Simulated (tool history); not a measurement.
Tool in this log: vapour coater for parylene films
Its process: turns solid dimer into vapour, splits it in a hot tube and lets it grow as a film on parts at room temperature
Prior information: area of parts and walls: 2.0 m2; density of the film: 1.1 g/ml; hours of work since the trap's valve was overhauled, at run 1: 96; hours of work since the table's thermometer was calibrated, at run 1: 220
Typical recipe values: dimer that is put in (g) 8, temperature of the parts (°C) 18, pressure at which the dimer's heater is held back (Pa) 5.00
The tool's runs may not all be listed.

| run | hour | dimer that is put in (g) | temperature of the parts (°C) | pressure at which the dimer's heater is held back (Pa) | hours of work since the trap's valve was overhauled | hours of work since the table's thermometer was calibrated | thickness of the film (nm) |
|---|---|---|---|---|---|---|---|
| 1 | 0.0 | 8 | 18 | 5.00 | 96 | 220 | 2160 |
| 2 | 20.5 | 8 | 18 | 5.00 | 113 | 237 | 2160 |
| 3 | 34.5 | 8 | 11 | 5.00 | 124 | 249 | 3050 |
| 4 | 50.6 | 8 | 11 | 5.00 | 138 | 262 | 3070 |
| 5 | 74.1 | 8 | 11 | 5.00 | 157 | 282 | 3060 |
| 6 | 87.9 | 6 | 18 | 5.00 | 169 | 293 | 1610 |
| 7 | 106.7 | 8 | 18 | 3.57 | 184 | 309 | 2250 |
| 8 | 130.7 | 3 | 18 | 3.57 | 204 | 329 | 850 |
| 9 | 141.1 | 8 | 23 | 5.00 | 213 | 337 | 1700 |
| 10 | 156.3 | 8 | 23 | 5.00 | 226 | 350 | 1700 |
| 11 | 172.2 | 4 | 15 | 2.10 | 239 | 363 | 1370 |
| 12 | 182.8 | 4 | 15 | 2.10 | 248 | 372 | 1380 |
| 13 | 193.7 | 9 | 15 | 3.26 | 257 | 381 | 2950 |
| 14 | 205.4 | 12 | 16 | 5.00 | 266 | 391 | 3600 |
| 15 | 224.9 | 6 | 23 | 3.21 | 283 | 407 | 1340 |
|  | 243.6 | trap's valve overhauled |
| 16 | 244.9 | 4 | 15 | 7.61 | 1 | 420 | 1240 |
| 17 | 261.0 | 5 | 15 | 2.59 | 14 | 433 | 1700 |
| 18 | 277.4 | 5 | 15 | 2.59 | 28 | 447 | 1690 |
| 19 | 297.4 | 8 | 18 | 11.84 | 45 | 464 | 2000 |

Branching from run 19: 5 alternative next runs. What would each branch give?
| A | 308.8 | 8 | 18 | 2.63 | 54 | 473 | ? |
| B | 308.8 | 6 | 18 | 5.22 | 54 | 473 | ? |
| C | 308.8 | 7 | 13 | 10.22 | 54 | 473 | ? |
| D | 308.8 | 8 | 12 | 2.14 | 54 | 473 | ? |
| E | 308.8 | 8 | 18 | 4.89 | 54 | 473 | ? |

| run | thickness of the film (nm) |
|---|---|
| A | 2310 |
| B | 1640 |
| C | 2280 |
| D | 3150 |
| E | 2150 |
Stripped of hidden state, with their random variation kept, the same runs would have yielded:
| run | thickness of the film (nm) |
|---|---|
| A | 2310 |
| B | 1640 |
| C | 2280 |
| D | 3150 |
| E | 2150 |
